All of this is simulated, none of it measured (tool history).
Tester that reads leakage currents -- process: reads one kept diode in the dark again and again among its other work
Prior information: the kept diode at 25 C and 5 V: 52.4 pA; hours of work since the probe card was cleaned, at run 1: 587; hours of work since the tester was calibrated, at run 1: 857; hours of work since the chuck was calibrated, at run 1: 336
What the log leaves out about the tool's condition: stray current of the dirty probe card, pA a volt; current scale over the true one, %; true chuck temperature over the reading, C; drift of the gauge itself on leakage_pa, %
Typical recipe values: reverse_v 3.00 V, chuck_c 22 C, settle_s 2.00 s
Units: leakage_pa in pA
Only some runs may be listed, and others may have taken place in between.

| run | hour | reverse_v | chuck_c | settle_s | hours of work since the probe card was cleaned | hours of work since the tester was calibrated | hours of work since the chuck was calibrated | leakage_pa |
|---|---|---|---|---|---|---|---|---|
| 1 | 0.0 | 3.00 | 22 | 2.00 | 587 | 857 | 336 | 35.47 |
| 2 | 54.2 | 3.00 | 22 | 2.00 | 625 | 895 | 374 | 35.55 |
| 3 | 115.0 | 3.00 | 22 | 7.94 | 668 | 938 | 417 | 35.74 |
| 4 | 171.9 | 3.00 | 22 | 2.00 | 708 | 978 | 457 | 36.49 |
| 5 | 258.2 | 3.00 | 22 | 2.00 | 769 | 1039 | 518 | 37.17 |
| 6 | 323.7 | 3.00 | 22 | 2.00 | 815 | 1085 | 564 | 37.27 |
| 7 | 391.5 | 3.00 | 22 | 2.00 | 863 | 1133 | 611 | 37.66 |
| 8 | 447.4 | 3.00 | 22 | 2.00 | 902 | 1172 | 651 | 37.87 |
| 9 | 517.1 | 3.00 | 22 | 2.00 | 951 | 1221 | 700 | 38.67 |
|  | 554.4 | chuck's temperature calibrated |
| 10 | 595.6 | 3.00 | 22 | 2.00 | 1005 | 1275 | 29 | 33.87 |
| 11 | 667.6 | 3.00 | 22 | 2.00 | 1056 | 1326 | 80 | 34.44 |
| 12 | 717.3 | 3.00 | 22 | 2.00 | 1091 | 1361 | 115 | 34.77 |
| 13 | 776.2 | 5.91 | 22 | 2.00 | 1132 | 1402 | 156 | 51.21 |
| 14 | 825.3 | 5.91 | 22 | 2.00 | 1167 | 1437 | 191 | 51.48 |
| 15 | 890.1 | 5.91 | 22 | 1.45 | 1212 | 1482 | 236 | 52.57 |
| 16 | 927.3 | 5.91 | 22 | 1.45 | 1239 | 1509 | 262 | 52.30 |
| 17 | 973.7 | 3.00 | 43 | 2.00 | 1271 | 1541 | 295 | 149.76 |
| 18 | 1042.5 | 3.00 | 22 | 2.00 | 1320 | 1590 | 344 | 36.73 |
| 19 | 1094.4 | 3.00 | 22 | 2.00 | 1356 | 1626 | 380 | 36.99 |
| 20 | 1153.4 | 3.00 | 32 | 2.00 | 1398 | 1668 | 422 | 74.32 |
| 21 | 1207.2 | 3.00 | 22 | 6.19 | 1436 | 1706 | 459 | 37.20 |
| 22 | 1272.4 | 3.00 | 52 | 0.89 | 1481 | 1751 | 505 | 274.30 |
| 23 | 1349.8 | 13.16 | 38 | 0.89 | 1536 | 1806 | 560 | 254.42 |
| 24 | 1395.7 | 3.00 | 42 | 2.00 | 1568 | 1838 | 592 | 149.18 |
| 25 | 1469.9 | 3.00 | 40 | 2.00 | 1620 | 1890 | 644 | 132.78 |
| 26 | 1544.3 | 2.88 | 40 | 2.00 | 1673 | 1943 | 697 | 131.27 |
|  | 1583.4 | chuck's temperature calibrated |
| 27 | 1619.4 | 2.88 | 40 | 2.00 | 1724 | 1994 | 25 | 116.19 |
| 28 | 1667.2 | 1.06 | 54 | 3.96 | 1758 | 2028 | 59 | 167.39 |
| 29 | 1708.6 | 1.06 | 54 | 3.96 | 1787 | 2057 | 88 | 168.26 |
| 30 | 1764.8 | 12.63 | 55 | 0.41 | 1827 | 2097 | 128 | 674.00 |
| 31 | 1836.9 | 12.63 | 55 | 0.41 | 1877 | 2147 | 178 | 676.77 |
| 32 | 1896.7 | 12.63 | 55 | 7.04 | 1920 | 2190 | 221 | 677.71 |
| 33 | 1949.6 | 9.01 | 39 | 0.36 | 1957 | 2227 | 258 | 216.58 |
| 34 | 2030.4 | 2.53 | 22 | 0.36 | 2014 | 2284 | 315 | 35.89 |
| 35 | 2107.3 | 2.53 | 22 | 4.83 | 2068 | 2338 | 369 | 34.45 |
| 36 | 2146.8 | 10.80 | 58 | 4.83 | 2096 | 2366 | 397 | 762.03 |
| 37 | 2201.2 | 3.00 | 20 | 2.57 | 2134 | 2404 | 435 | 33.61 |

3 options for the next run, each taken on its own from the tool as it stands now. Forecast them:
| A | 2258.9 | 13.38 | 22 | 3.70 | 2174 | 2444 | 475 | ? |
| B | 2258.9 | 1.75 | 28 | 2.00 | 2174 | 2444 | 475 | ? |
| C | 2258.9 | 3.00 | 20 | 4.23 | 2174 | 2444 | 475 | ? |

| run | leakage_pa |
|---|---|
| A | 91.23 |
| B | 43.64 |
| C | 34.00 |
Take away the tool's hidden state, keep each run's random variation, and the runs would have read:
| run | leakage_pa |
|---|---|
| A | 71.23 |
| B | 37.87 |
| C | 28.04 |
